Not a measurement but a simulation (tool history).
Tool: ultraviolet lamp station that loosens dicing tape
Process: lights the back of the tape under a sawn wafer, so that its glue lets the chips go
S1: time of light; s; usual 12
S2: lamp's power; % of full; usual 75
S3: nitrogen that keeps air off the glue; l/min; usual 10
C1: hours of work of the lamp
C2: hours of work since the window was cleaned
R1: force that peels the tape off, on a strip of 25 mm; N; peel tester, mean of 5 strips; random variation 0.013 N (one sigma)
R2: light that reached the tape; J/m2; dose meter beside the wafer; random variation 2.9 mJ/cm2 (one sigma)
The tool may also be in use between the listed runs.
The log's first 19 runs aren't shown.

run 20 hour=251.1 | S1=13 S2=80 S3=10 | C1=609 C2=192 | R1=0.689 R2=3920
run 21 hour=265.1 | S1=13 S2=80 S3=10 | C1=619 C2=203 | R1=0.729 R2=3840
run 22 hour=272.6 | S1=13 S2=75 S3=19 | C1=625 C2=208 | R1=0.615 R2=3670
run 23 hour=286.7 | S1=17 S2=93 S3=9 | C1=636 C2=219 | R1=0.306 R2=5860
run 24 hour=294.7 | S1=17 S2=93 S3=9 | C1=642 C2=225 | R1=0.298 R2=5800
run 25 hour=309.1 | S1=10 S2=84 S3=9 | C1=653 C2=236 | R1=1.200 R2=3080
run 26 hour=318.9 | S1=12 S2=75 S3=8 | C1=660 C2=244 | R1=1.139 R2=3270
run 27 hour=334.2 | S1=14 S2=75 S3=7 | C1=672 C2=255 | R1=0.923 R2=3820
-- hour=342.6 window cleaned of glue's vapour
run 28 hour=344.4 | S1=6 S2=75 S3=3 | C1=680 C2=1 | R1=3.738 R2=1840
run 29 hour=355.2 | S1=6 S2=75 S3=3 | C1=688 C2=10 | R1=3.809 R2=1810
run 30 hour=371.3 | S1=11 S2=81 S3=8 | C1=700 C2=22 | R1=0.986 R2=3550
run 31 hour=388.4 | S1=7 S2=75 S3=8 | C1=713 C2=35 | R1=2.415 R2=2080
run 32 hour=404.6 | S1=19 S2=67 S3=6 | C1=726 C2=47 | R1=0.570 R2=5020
run 33 hour=418.8 | S1=19 S2=96 S3=6 | C1=736 C2=58 | R1=0.239 R2=7070

3 ways to go on from here, each from the tool as it stands after run 33. What would each give?
run A hour=429.2 | S1=19 S2=70 S3=9 | C1=744 C2=66 | R1=? R2=?
run B hour=429.2 | S1=23 S2=75 S3=12 | C1=744 C2=66 | R1=? R2=?
run C hour=429.2 | S1=21 S2=62 S3=12 | C1=744 C2=66 | R1=? R2=?

run=A R1=0.404 R2=5160
run=B R1=0.195 R2=6650
run=C R1=0.357 R2=5020
Without the tool's hidden state the same runs would have given:
run=A R1=0.255 R2=6280
run=B R1=0.147 R2=8100
run=C R1=0.226 R2=6110

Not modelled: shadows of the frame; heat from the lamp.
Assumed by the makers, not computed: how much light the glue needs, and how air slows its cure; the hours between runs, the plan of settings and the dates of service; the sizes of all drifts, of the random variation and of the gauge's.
